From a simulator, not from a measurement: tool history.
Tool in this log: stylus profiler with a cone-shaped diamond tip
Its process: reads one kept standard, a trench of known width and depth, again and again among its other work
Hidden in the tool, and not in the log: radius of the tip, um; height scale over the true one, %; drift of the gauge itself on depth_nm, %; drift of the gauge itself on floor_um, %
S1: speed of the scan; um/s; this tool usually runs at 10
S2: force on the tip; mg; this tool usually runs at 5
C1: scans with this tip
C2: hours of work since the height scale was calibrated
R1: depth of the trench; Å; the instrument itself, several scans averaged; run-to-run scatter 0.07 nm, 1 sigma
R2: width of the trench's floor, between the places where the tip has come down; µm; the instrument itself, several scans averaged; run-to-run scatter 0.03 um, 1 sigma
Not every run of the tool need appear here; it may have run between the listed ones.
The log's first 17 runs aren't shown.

run,hour,S1,S2,C1,C2,R1,R2
18,1383.6,13,5,31301,1395,1004.6,17.47
19,1452.5,13,8.05,31739,1445,1009.2,17.5
20,1521.1,6,4.19,32175,1494,1002.1,17.5
21,1627.6,6,3.69,32852,1571,1002.4,17.44
22,1682,24,13.93,33198,1610,1013.7,17.49
23,1756.1,24,13.93,33670,1664,1012.6,17.44
24,1862,14,3.41,34343,1741,1000,17.48
25,1948.9,14,3.41,34896,1803,999.3,17.46
26,2028,14,3.41,35399,1860,999.5,17.41
27,2087,38,3.19,35774,1903,998.7,17.31
28,2182.7,38,3.19,36383,1972,999.4,17.37
29,2283,38,3.19,37020,2045,999.1,17.43
# hour 2344.8: height scale calibrated on a step standard
30,2370.6,30,6.6,37574,19,1013.6,17.36
31,2454.6,28,5,38108,79,1010.2,17.43
32,2546.6,28,5,38694,146,1012.1,17.39
33,2621.6,28,5,39171,200,1010.3,17.34
34,2722.9,31,2.07,39815,273,1005.2,17.34
# hour 2741.1: new tip fitted, height scale calibrated
35,2803.9,10,3.08,399,45,1007.4,18

4 ways to go on from here, each from the tool as it stands after run 35. What would each give?
A,2851.3,12,2.09,700,80,?,?
B,2851.3,15,11.01,700,80,?,?
C,2851.3,10,2.09,700,80,?,?
D,2851.3,15,1.82,700,80,?,?

run,R1,R2
A,1005.4,17.95
B,1018.7,18
C,1006.3,17.95
D,1005.9,17.96
With no hidden state in the tool, these same runs would have given:
run,R1,R2
A,1005.4,17.97
B,1018.7,18.02
C,1006.3,17.97
D,1005.9,17.98

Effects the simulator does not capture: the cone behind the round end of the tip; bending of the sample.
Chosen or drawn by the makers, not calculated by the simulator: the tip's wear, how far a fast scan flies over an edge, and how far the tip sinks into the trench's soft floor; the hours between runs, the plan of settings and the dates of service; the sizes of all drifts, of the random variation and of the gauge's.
